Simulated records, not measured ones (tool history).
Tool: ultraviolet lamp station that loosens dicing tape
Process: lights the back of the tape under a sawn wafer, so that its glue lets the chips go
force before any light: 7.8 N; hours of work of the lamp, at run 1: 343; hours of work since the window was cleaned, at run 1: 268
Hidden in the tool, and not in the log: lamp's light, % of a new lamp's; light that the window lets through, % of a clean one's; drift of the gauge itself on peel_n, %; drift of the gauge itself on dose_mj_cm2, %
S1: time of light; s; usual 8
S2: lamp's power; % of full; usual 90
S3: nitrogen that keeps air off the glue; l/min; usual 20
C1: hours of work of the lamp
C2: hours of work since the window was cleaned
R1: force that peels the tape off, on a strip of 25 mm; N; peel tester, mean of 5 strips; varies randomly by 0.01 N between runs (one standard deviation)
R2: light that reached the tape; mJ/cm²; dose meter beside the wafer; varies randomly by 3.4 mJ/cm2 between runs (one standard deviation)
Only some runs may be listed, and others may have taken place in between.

| run | hour | S1 | S2 | S3 | C1 | C2 | R1 | R2 |
|---|---|---|---|---|---|---|---|---|
| 1 | 0.0 | 8 | 90 | 20 | 343 | 268 | 0.448 | 556 |
| 2 | 19.9 | 8 | 90 | 20 | 354 | 279 | 0.459 | 555 |
| 3 | 40.9 | 8 | 90 | 20 | 366 | 291 | 0.433 | 551 |
| 4 | 64.9 | 8 | 90 | 20 | 380 | 305 | 0.455 | 548 |
| 5 | 88.5 | 8 | 71 | 20 | 393 | 319 | 0.789 | 437 |
| 6 | 108.6 | 8 | 71 | 20 | 405 | 330 | 0.790 | 429 |
| 7 | 135.2 | 8 | 71 | 20 | 420 | 346 | 0.761 | 437 |
| 8 | 152.2 | 8 | 71 | 20 | 430 | 355 | 0.805 | 438 |
| 9 | 166.1 | 8 | 71 | 10 | 438 | 363 | 1.239 | 430 |
| 10 | 189.2 | 13 | 90 | 20 | 451 | 376 | 0.114 | 884 |
| 11 | 217.9 | 13 | 60 | 20 | 468 | 393 | 0.355 | 598 |
| 12 | 242.5 | 14 | 90 | 11 | 482 | 407 | 0.156 | 974 |
| 13 | 258.2 | 14 | 91 | 11 | 491 | 416 | 0.153 | 981 |
| 14 | 290.0 | 14 | 91 | 11 | 509 | 434 | 0.148 | 972 |
| 15 | 316.7 | 14 | 91 | 11 | 524 | 450 | 0.157 | 976 |

Run 16 has not been measured yet. What should we expect?
| 16 | 346.8 | 12 | 91 | 9 | 542 | 467 | ? | ? |

R1: 0.284 N
R2: 846 mJ/cm²
The same run, on a tool lacking any hidden state, would have yielded R1 0.282 N, R2 848 mJ/cm².

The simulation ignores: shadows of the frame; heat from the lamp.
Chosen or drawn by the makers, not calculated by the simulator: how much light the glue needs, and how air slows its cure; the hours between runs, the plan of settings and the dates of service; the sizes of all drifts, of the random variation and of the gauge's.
